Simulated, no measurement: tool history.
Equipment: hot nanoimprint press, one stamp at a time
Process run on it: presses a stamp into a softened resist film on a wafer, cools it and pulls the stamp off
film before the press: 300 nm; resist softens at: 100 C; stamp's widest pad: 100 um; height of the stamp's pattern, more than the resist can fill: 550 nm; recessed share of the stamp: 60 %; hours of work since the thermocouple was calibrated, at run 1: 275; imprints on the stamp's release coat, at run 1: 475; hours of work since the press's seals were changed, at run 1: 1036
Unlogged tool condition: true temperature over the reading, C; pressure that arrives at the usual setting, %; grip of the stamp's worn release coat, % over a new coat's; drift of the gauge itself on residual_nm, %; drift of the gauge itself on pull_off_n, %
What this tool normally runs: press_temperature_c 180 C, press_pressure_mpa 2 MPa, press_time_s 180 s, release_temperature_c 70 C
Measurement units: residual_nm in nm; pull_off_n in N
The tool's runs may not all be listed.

run	hour	press_temperature_c	press_pressure_mpa	press_time_s	release_temperature_c	hours of work since the thermocouple was calibrated	imprints on the stamp's release coat	hours of work since the press's seals were changed	residual_nm	pull_off_n
1	0	180	2	180	70	275	475	1036	131.5	100.1
2	78.2	180	2	180	70	327	676	1088	131.1	103.5
# hour 110.3: plate thermocouple calibrated
3	132.8	180	2	103	70	15	808	1122	159.4	102.5
# hour 146.7: stamp cleaned and given a new release coat
4	200.9	180	1.41	180	70	56	139	1163	154	96.7
5	279	180	2	180	70	108	340	1215	133.1	99.7
6	335.4	180	2	180	70	145	484	1252	133.2	102.6
7	410.8	180	2	180	70	195	678	1302	134	102.3
8	448.5	180	2	138	70	220	775	1327	146.3	103.6
# hour 479: stamp cleaned and given a new release coat
9	490.5	180	2	138	70	244	29	1351	148.9	95.5
# hour 503.4: press's hydraulic seals changed and the load cell set to zero
10	532	180	2	138	70	267	115	19	141.5	98
11	589.2	180	2	180	67	304	262	57	127.6	99.5
# hour 656.3: plate thermocouple calibrated
12	656.4	180	2	180	67	0	427	100	123.2	101.2
13	711.7	180	1.69	180	72	37	569	136	136.4	97.3
14	757.8	180	3.14	122	70	67	687	167	115.4	103
15	807.2	170	2	180	59	100	814	200	194.5	108.6
# hour 820.9: stamp cleaned and given a new release coat
16	849.9	175	2	180	70	124	74	224	157.8	95.8
17	886.9	171	1.66	211	60	149	169	248	193.5	102.6
18	924	171	1.66	211	60	174	264	273	194.9	103
19	961.8	169	1.74	180	59	199	362	298	214	103.2
20	1018.6	169	1.74	180	59	236	507	336	214.6	107.7
21	1076.4	180	1.4	272	66	275	656	374	130.3	104
22	1113.5	180	1.4	272	66	299	751	399	129.7	106

Branching from run 22: 4 alternative next runs. What would each branch give?
# hour 1153.9: stamp cleaned and given a new release coat
A	1176.2	188	2	180	64	337	58	436	?	?
# hour 1153.9: stamp cleaned and given a new release coat
B	1176.2	180	2.75	180	70	337	58	436	?	?
# hour 1153.9: stamp cleaned and given a new release coat
C	1176.2	180	1.4	117	66	337	58	436	?	?
# hour 1153.9: stamp cleaned and given a new release coat
D	1176.2	180	1.4	192	66	337	58	436	?	?

run	residual_nm	pull_off_n
A	88	97.9
B	111.1	95.7
C	174.4	98.4
D	148.2	95.5
With the hidden condition removed and each run's random variation left untouched, the same runs would have given:
run	residual_nm	pull_off_n
A	85.4	97.1
B	107.3	94.9
C	170.8	97.6
D	144.9	94.7
